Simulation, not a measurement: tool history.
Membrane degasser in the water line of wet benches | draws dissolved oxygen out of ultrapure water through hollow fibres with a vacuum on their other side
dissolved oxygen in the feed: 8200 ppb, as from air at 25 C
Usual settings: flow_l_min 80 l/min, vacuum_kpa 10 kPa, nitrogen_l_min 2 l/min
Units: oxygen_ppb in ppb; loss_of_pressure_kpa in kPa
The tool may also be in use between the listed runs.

| run | day | flow_l_min | vacuum_kpa | nitrogen_l_min | oxygen_ppb | loss_of_pressure_kpa |
|---|---|---|---|---|---|---|
| 1 | 0 | 80 | 10 | 2 | 824.7 | 51.78 |
| 2 | 2.225 | 80 | 10 | 2 | 834.3 | 52.12 |
| 3 | 5.633 | 80 | 10 | 2 | 829.2 | 51.89 |
| 4 | 8.904 | 80 | 7.3 | 2 | 648.9 | 51.83 |
| 5 | 11.362 | 80 | 8.4 | 2 | 719.4 | 51.7 |
| 6 | 13.65 | 80 | 8.4 | 2 | 733.7 | 52.12 |
| 7 | 17.3 | 80 | 8.4 | 2 | 732.9 | 51.92 |
| 8 | 19.996 | 80 | 8.4 | 2 | 731.5 | 52.05 |
| 9 | 23.342 | 80 | 8.4 | 2 | 737.3 | 52.14 |
| 10 | 26.329 | 80 | 8.4 | 2 | 731.3 | 51.94 |
| 11 | 28.646 | 80 | 18.7 | 2 | 1377.5 | 52.14 |
| 12 | 31.783 | 80 | 18.7 | 2 | 1418.9 | 52.08 |
| 13 | 35.258 | 64 | 8.9 | 2 | 633.8 | 42.1 |

4 ways to go on from here, each from the tool as it stands after run 13. What would each give?
| A | 37.158 | 90 | 10.1 | 2 | ? | ? |
| B | 37.158 | 116 | 6.7 | 1.53 | ? | ? |
| C | 37.158 | 74 | 12.4 | 4.66 | ? | ? |
| D | 37.158 | 80 | 10 | 5.34 | ? | ? |

| run | oxygen_ppb | loss_of_pressure_kpa |
|---|---|---|
| A | 936.9 | 58.84 |
| B | 939.9 | 76.3 |
| C | 630.7 | 48.43 |
| D | 574.2 | 52.51 |
Without the tool's hidden state the same runs would have given:
| run | oxygen_ppb | loss_of_pressure_kpa |
|---|---|---|
| A | 895.9 | 58.08 |
| B | 883 | 75.32 |
| C | 604.3 | 47.81 |
| D | 547.7 | 51.84 |

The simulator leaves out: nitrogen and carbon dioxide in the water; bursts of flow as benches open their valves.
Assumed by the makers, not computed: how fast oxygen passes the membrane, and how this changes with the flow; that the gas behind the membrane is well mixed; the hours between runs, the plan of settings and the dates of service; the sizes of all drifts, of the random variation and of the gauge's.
